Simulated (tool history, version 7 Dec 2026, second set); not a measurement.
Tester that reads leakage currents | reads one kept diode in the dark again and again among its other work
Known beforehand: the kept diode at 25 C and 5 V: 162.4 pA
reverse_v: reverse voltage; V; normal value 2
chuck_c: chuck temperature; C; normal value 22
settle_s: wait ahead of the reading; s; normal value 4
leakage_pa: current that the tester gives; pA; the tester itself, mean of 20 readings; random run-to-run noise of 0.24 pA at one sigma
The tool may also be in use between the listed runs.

run 1 hour=0 | reverse_v=2 chuck_c=22 settle_s=4 | leakage_pa=79.17
run 2 hour=35.3 | reverse_v=2 chuck_c=22 settle_s=4 | leakage_pa=79.27
run 3 hour=68.3 | reverse_v=2 chuck_c=22 settle_s=4 | leakage_pa=78.84
run 4 hour=96.6 | reverse_v=2 chuck_c=22 settle_s=4 | leakage_pa=79.03
run 5 hour=127 | reverse_v=2 chuck_c=22 settle_s=4 | leakage_pa=78.95
run 6 hour=149.1 | reverse_v=2 chuck_c=22 settle_s=4 | leakage_pa=78.93
run 7 hour=166.8 | reverse_v=2 chuck_c=22 settle_s=4 | leakage_pa=78.91
-- hour=183.1 probe card cleaned and baked
run 8 hour=202.1 | reverse_v=2 chuck_c=22 settle_s=4 | leakage_pa=72.73
run 9 hour=236.5 | reverse_v=2 chuck_c=35 settle_s=4 | leakage_pa=184.82
run 10 hour=270.5 | reverse_v=2 chuck_c=35 settle_s=0.8 | leakage_pa=185.55
run 11 hour=292.7 | reverse_v=2 chuck_c=35 settle_s=0.8 | leakage_pa=183.62
run 12 hour=308 | reverse_v=2 chuck_c=35 settle_s=0.8 | leakage_pa=184.7
run 13 hour=338.5 | reverse_v=2 chuck_c=35 settle_s=0.8 | leakage_pa=184.25
run 14 hour=365 | reverse_v=1.21 chuck_c=22 settle_s=4 | leakage_pa=54.72
run 15 hour=387.9 | reverse_v=2 chuck_c=22 settle_s=4 | leakage_pa=71.91
run 16 hour=410.8 | reverse_v=2 chuck_c=22 settle_s=4 | leakage_pa=72.57
run 17 hour=442 | reverse_v=2 chuck_c=22 settle_s=4 | leakage_pa=72.75
run 18 hour=462 | reverse_v=2 chuck_c=22 settle_s=4 | leakage_pa=72.4
run 19 hour=482.8 | reverse_v=2 chuck_c=22 settle_s=4 | leakage_pa=72.49
run 20 hour=517.8 | reverse_v=2 chuck_c=22 settle_s=4 | leakage_pa=72.87
run 21 hour=537.7 | reverse_v=1.15 chuck_c=22 settle_s=0.84 | leakage_pa=53.26
run 22 hour=571.7 | reverse_v=1.15 chuck_c=22 settle_s=0.84 | leakage_pa=53.33
run 23 hour=603.9 | reverse_v=5.12 chuck_c=57 settle_s=2.44 | leakage_pa=1261.79
run 24 hour=638.6 | reverse_v=14.92 chuck_c=22 settle_s=2.72 | leakage_pa=227.87
run 25 hour=665.1 | reverse_v=14.92 chuck_c=50 settle_s=0.99 | leakage_pa=1505.16
run 26 hour=687.4 | reverse_v=14.92 chuck_c=35 settle_s=0.59 | leakage_pa=576.36
run 27 hour=716.9 | reverse_v=14.92 chuck_c=26 settle_s=0.38 | leakage_pa=316.37
run 28 hour=739.5 | reverse_v=4.51 chuck_c=42 settle_s=1.69 | leakage_pa=461.25
run 29 hour=757.4 | reverse_v=3.07 chuck_c=42 settle_s=0.69 | leakage_pa=370.72
run 30 hour=773.8 | reverse_v=6.79 chuck_c=20 settle_s=3.73 | leakage_pa=125.55
run 31 hour=806.3 | reverse_v=7.88 chuck_c=54 settle_s=3.73 | leakage_pa=1343.42
run 32 hour=842.1 | reverse_v=2 chuck_c=37 settle_s=3.23 | leakage_pa=206.58
run 33 hour=870.9 | reverse_v=2 chuck_c=37 settle_s=3.23 | leakage_pa=208.36
run 34 hour=890.5 | reverse_v=3.55 chuck_c=22 settle_s=3.26 | leakage_pa=99.78
run 35 hour=915.4 | reverse_v=2.66 chuck_c=49 settle_s=2.65 | leakage_pa=530.05
run 36 hour=932.8 | reverse_v=4.59 chuck_c=25 settle_s=9.29 | leakage_pa=143.45
run 37 hour=959.7 | reverse_v=2.09 chuck_c=42 settle_s=2.98 | leakage_pa=295.38
run 38 hour=997 | reverse_v=3.97 chuck_c=22 settle_s=0.33 | leakage_pa=109.82
run 39 hour=1017.4 | reverse_v=3.97 chuck_c=22 settle_s=0.33 | leakage_pa=110.16

A few steps of leakage_pa between consecutive runs. Split each: what settings, incoming material and random variation would produce without the hidden state, and what is left over for the hidden state, along with gauge scatter present in only one of the two compared results (measured, and without hidden state):
The hidden state here: stray current of the dirty probe card, pA a volt; current scale over the true one, %; true chuck temperature over the reading, C; drift of the gauge itself on leakage_pa, %.
Run 22 -> 23: reverse_v 1.15 -> 5.12, chuck_c 22 -> 57, settle_s 0.84 -> 2.44. leakage_pa +1208.46 pA: hidden state -78.57, all else +1287.03.
Run 24 -> 25: chuck_c 22 -> 50, settle_s 2.72 -> 0.99. leakage_pa +1277.29 pA: hidden state -88.13, all else +1365.42.
Run 30 -> 31: reverse_v 6.79 -> 7.88, chuck_c 20 -> 54. leakage_pa +1217.87 pA: hidden state -88.13, all else +1306.
Run 31 -> 32: reverse_v 7.88 -> 2, chuck_c 54 -> 37, settle_s 3.73 -> 3.23. leakage_pa -1136.84 pA: hidden state +80.38, all else -1217.22.

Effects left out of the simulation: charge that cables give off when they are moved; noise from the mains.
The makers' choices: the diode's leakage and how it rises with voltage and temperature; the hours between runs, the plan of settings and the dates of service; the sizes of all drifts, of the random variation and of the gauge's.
